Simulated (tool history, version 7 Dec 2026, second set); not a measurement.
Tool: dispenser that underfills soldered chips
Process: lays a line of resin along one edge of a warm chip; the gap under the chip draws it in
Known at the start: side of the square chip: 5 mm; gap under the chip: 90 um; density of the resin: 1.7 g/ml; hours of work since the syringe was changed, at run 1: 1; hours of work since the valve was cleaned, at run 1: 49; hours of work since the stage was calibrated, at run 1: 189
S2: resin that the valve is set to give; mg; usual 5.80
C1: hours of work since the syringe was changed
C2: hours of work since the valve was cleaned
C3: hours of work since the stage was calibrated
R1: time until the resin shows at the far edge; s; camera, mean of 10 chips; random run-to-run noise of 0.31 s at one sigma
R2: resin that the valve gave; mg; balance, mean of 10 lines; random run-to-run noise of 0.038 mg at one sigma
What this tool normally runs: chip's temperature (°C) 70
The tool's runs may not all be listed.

Run 1, hour 0.0: usual settings; C1 1; C2 49; C3 189. Result: R1 6.2 s, R2 5.66 mg.
Run 2, hour 6.0: usual settings; C1 5; C2 53; C3 193. Result: R1 7.6 s, R2 5.63 mg.
Run 3, hour 11.6: usual settings but S2 6.56 mg; C1 9; C2 56; C3 196. Result: R1 8.9 s, R2 6.38 mg.
At hour 14.0: new syringe of resin.
Run 4, hour 19.1: usual settings; C1 3; C2 61; C3 201. Result: R1 6.6 s, R2 5.51 mg.
Run 5, hour 23.9: usual settings; C1 7; C2 64; C3 204. Result: R1 8.2 s, R2 5.60 mg.
At hour 29.1: new syringe of resin.
Run 6, hour 30.5: usual settings; C1 1; C2 69; C3 209. Result: R1 5.7 s, R2 5.60 mg.
Run 7, hour 38.0: usual settings; C1 6; C2 74; C3 214. Result: R1 8.0 s, R2 5.53 mg.
At hour 44.2: new syringe of resin.
At hour 45.8: dispensing valve cleaned and set on the balance.
Run 8, hour 45.8: usual settings but S2 5.53 mg; C1 0; C2 0; C3 218. Result: R1 5.6 s, R2 5.54 mg.
Run 9, hour 51.1: usual settings but chip's temperature (°C) 55, S2 6.07 mg; C1 4; C2 4; C3 222. Result: R1 13.7 s, R2 6.02 mg.
Run 10, hour 55.4: usual settings but chip's temperature (°C) 55, S2 6.07 mg; C1 7; C2 6; C3 224. Result: R1 15.9 s, R2 6.04 mg.
At hour 59.9: new syringe of resin.
Run 11, hour 64.1: usual settings but chip's temperature (°C) 77, S2 5.35 mg; C1 3; C2 12; C3 230. Result: R1 5.1 s, R2 5.28 mg.
Run 12, hour 73.0: usual settings but chip's temperature (°C) 81, S2 5.49 mg; C1 9; C2 18; C3 236. Result: R1 6.2 s, R2 5.40 mg.
At hour 75.3: new syringe of resin.
Run 13, hour 79.1: usual settings but chip's temperature (°C) 81, S2 5.49 mg; C1 3; C2 22; C3 240. Result: R1 4.3 s, R2 5.43 mg.
Run 14, hour 86.6: usual settings but chip's temperature (°C) 77, S2 7.16 mg; C1 8; C2 27; C3 245. Result: R1 6.5 s, R2 7.02 mg.
At hour 90.1: new syringe of resin.
Run 15, hour 91.4: usual settings but chip's temperature (°C) 67, S2 6.41 mg; C1 1; C2 30; C3 248. Result: R1 7.4 s, R2 6.16 mg.
Run 16, hour 96.0: usual settings but chip's temperature (°C) 59, S2 5.89 mg; C1 4; C2 33; C3 251. Result: R1 11.5 s, R2 5.82 mg.

Here are 4 independent what-if runs from the current tool condition. What would each one return?
Run A, hour 101.5: usual settings but S2 5.24 mg; C1 8; C2 37; C3 255. Result: R1 ?, R2 ?.
Run B, hour 101.5: usual settings but chip's temperature (°C) 81, S2 6.21 mg; C1 8; C2 37; C3 255. Result: R1 ?, R2 ?.
Run C, hour 101.5: usual settings but chip's temperature (°C) 83; C1 8; C2 37; C3 255. Result: R1 ?, R2 ?.
Run D, hour 101.5: usual settings but chip's temperature (°C) 80, S2 5.40 mg; C1 8; C2 37; C3 255. Result: R1 ?, R2 ?.

run   R1    R2
  A  9.7  5.15
  B  5.9  6.15
  C  5.6  5.58
  D  6.1  5.27
With the hidden condition removed and each run's random variation left untouched, the same runs would have given:
run   R1    R2
  A  6.4  5.28
  B  3.9  6.30
  C  3.7  5.72
  D  3.9  5.40

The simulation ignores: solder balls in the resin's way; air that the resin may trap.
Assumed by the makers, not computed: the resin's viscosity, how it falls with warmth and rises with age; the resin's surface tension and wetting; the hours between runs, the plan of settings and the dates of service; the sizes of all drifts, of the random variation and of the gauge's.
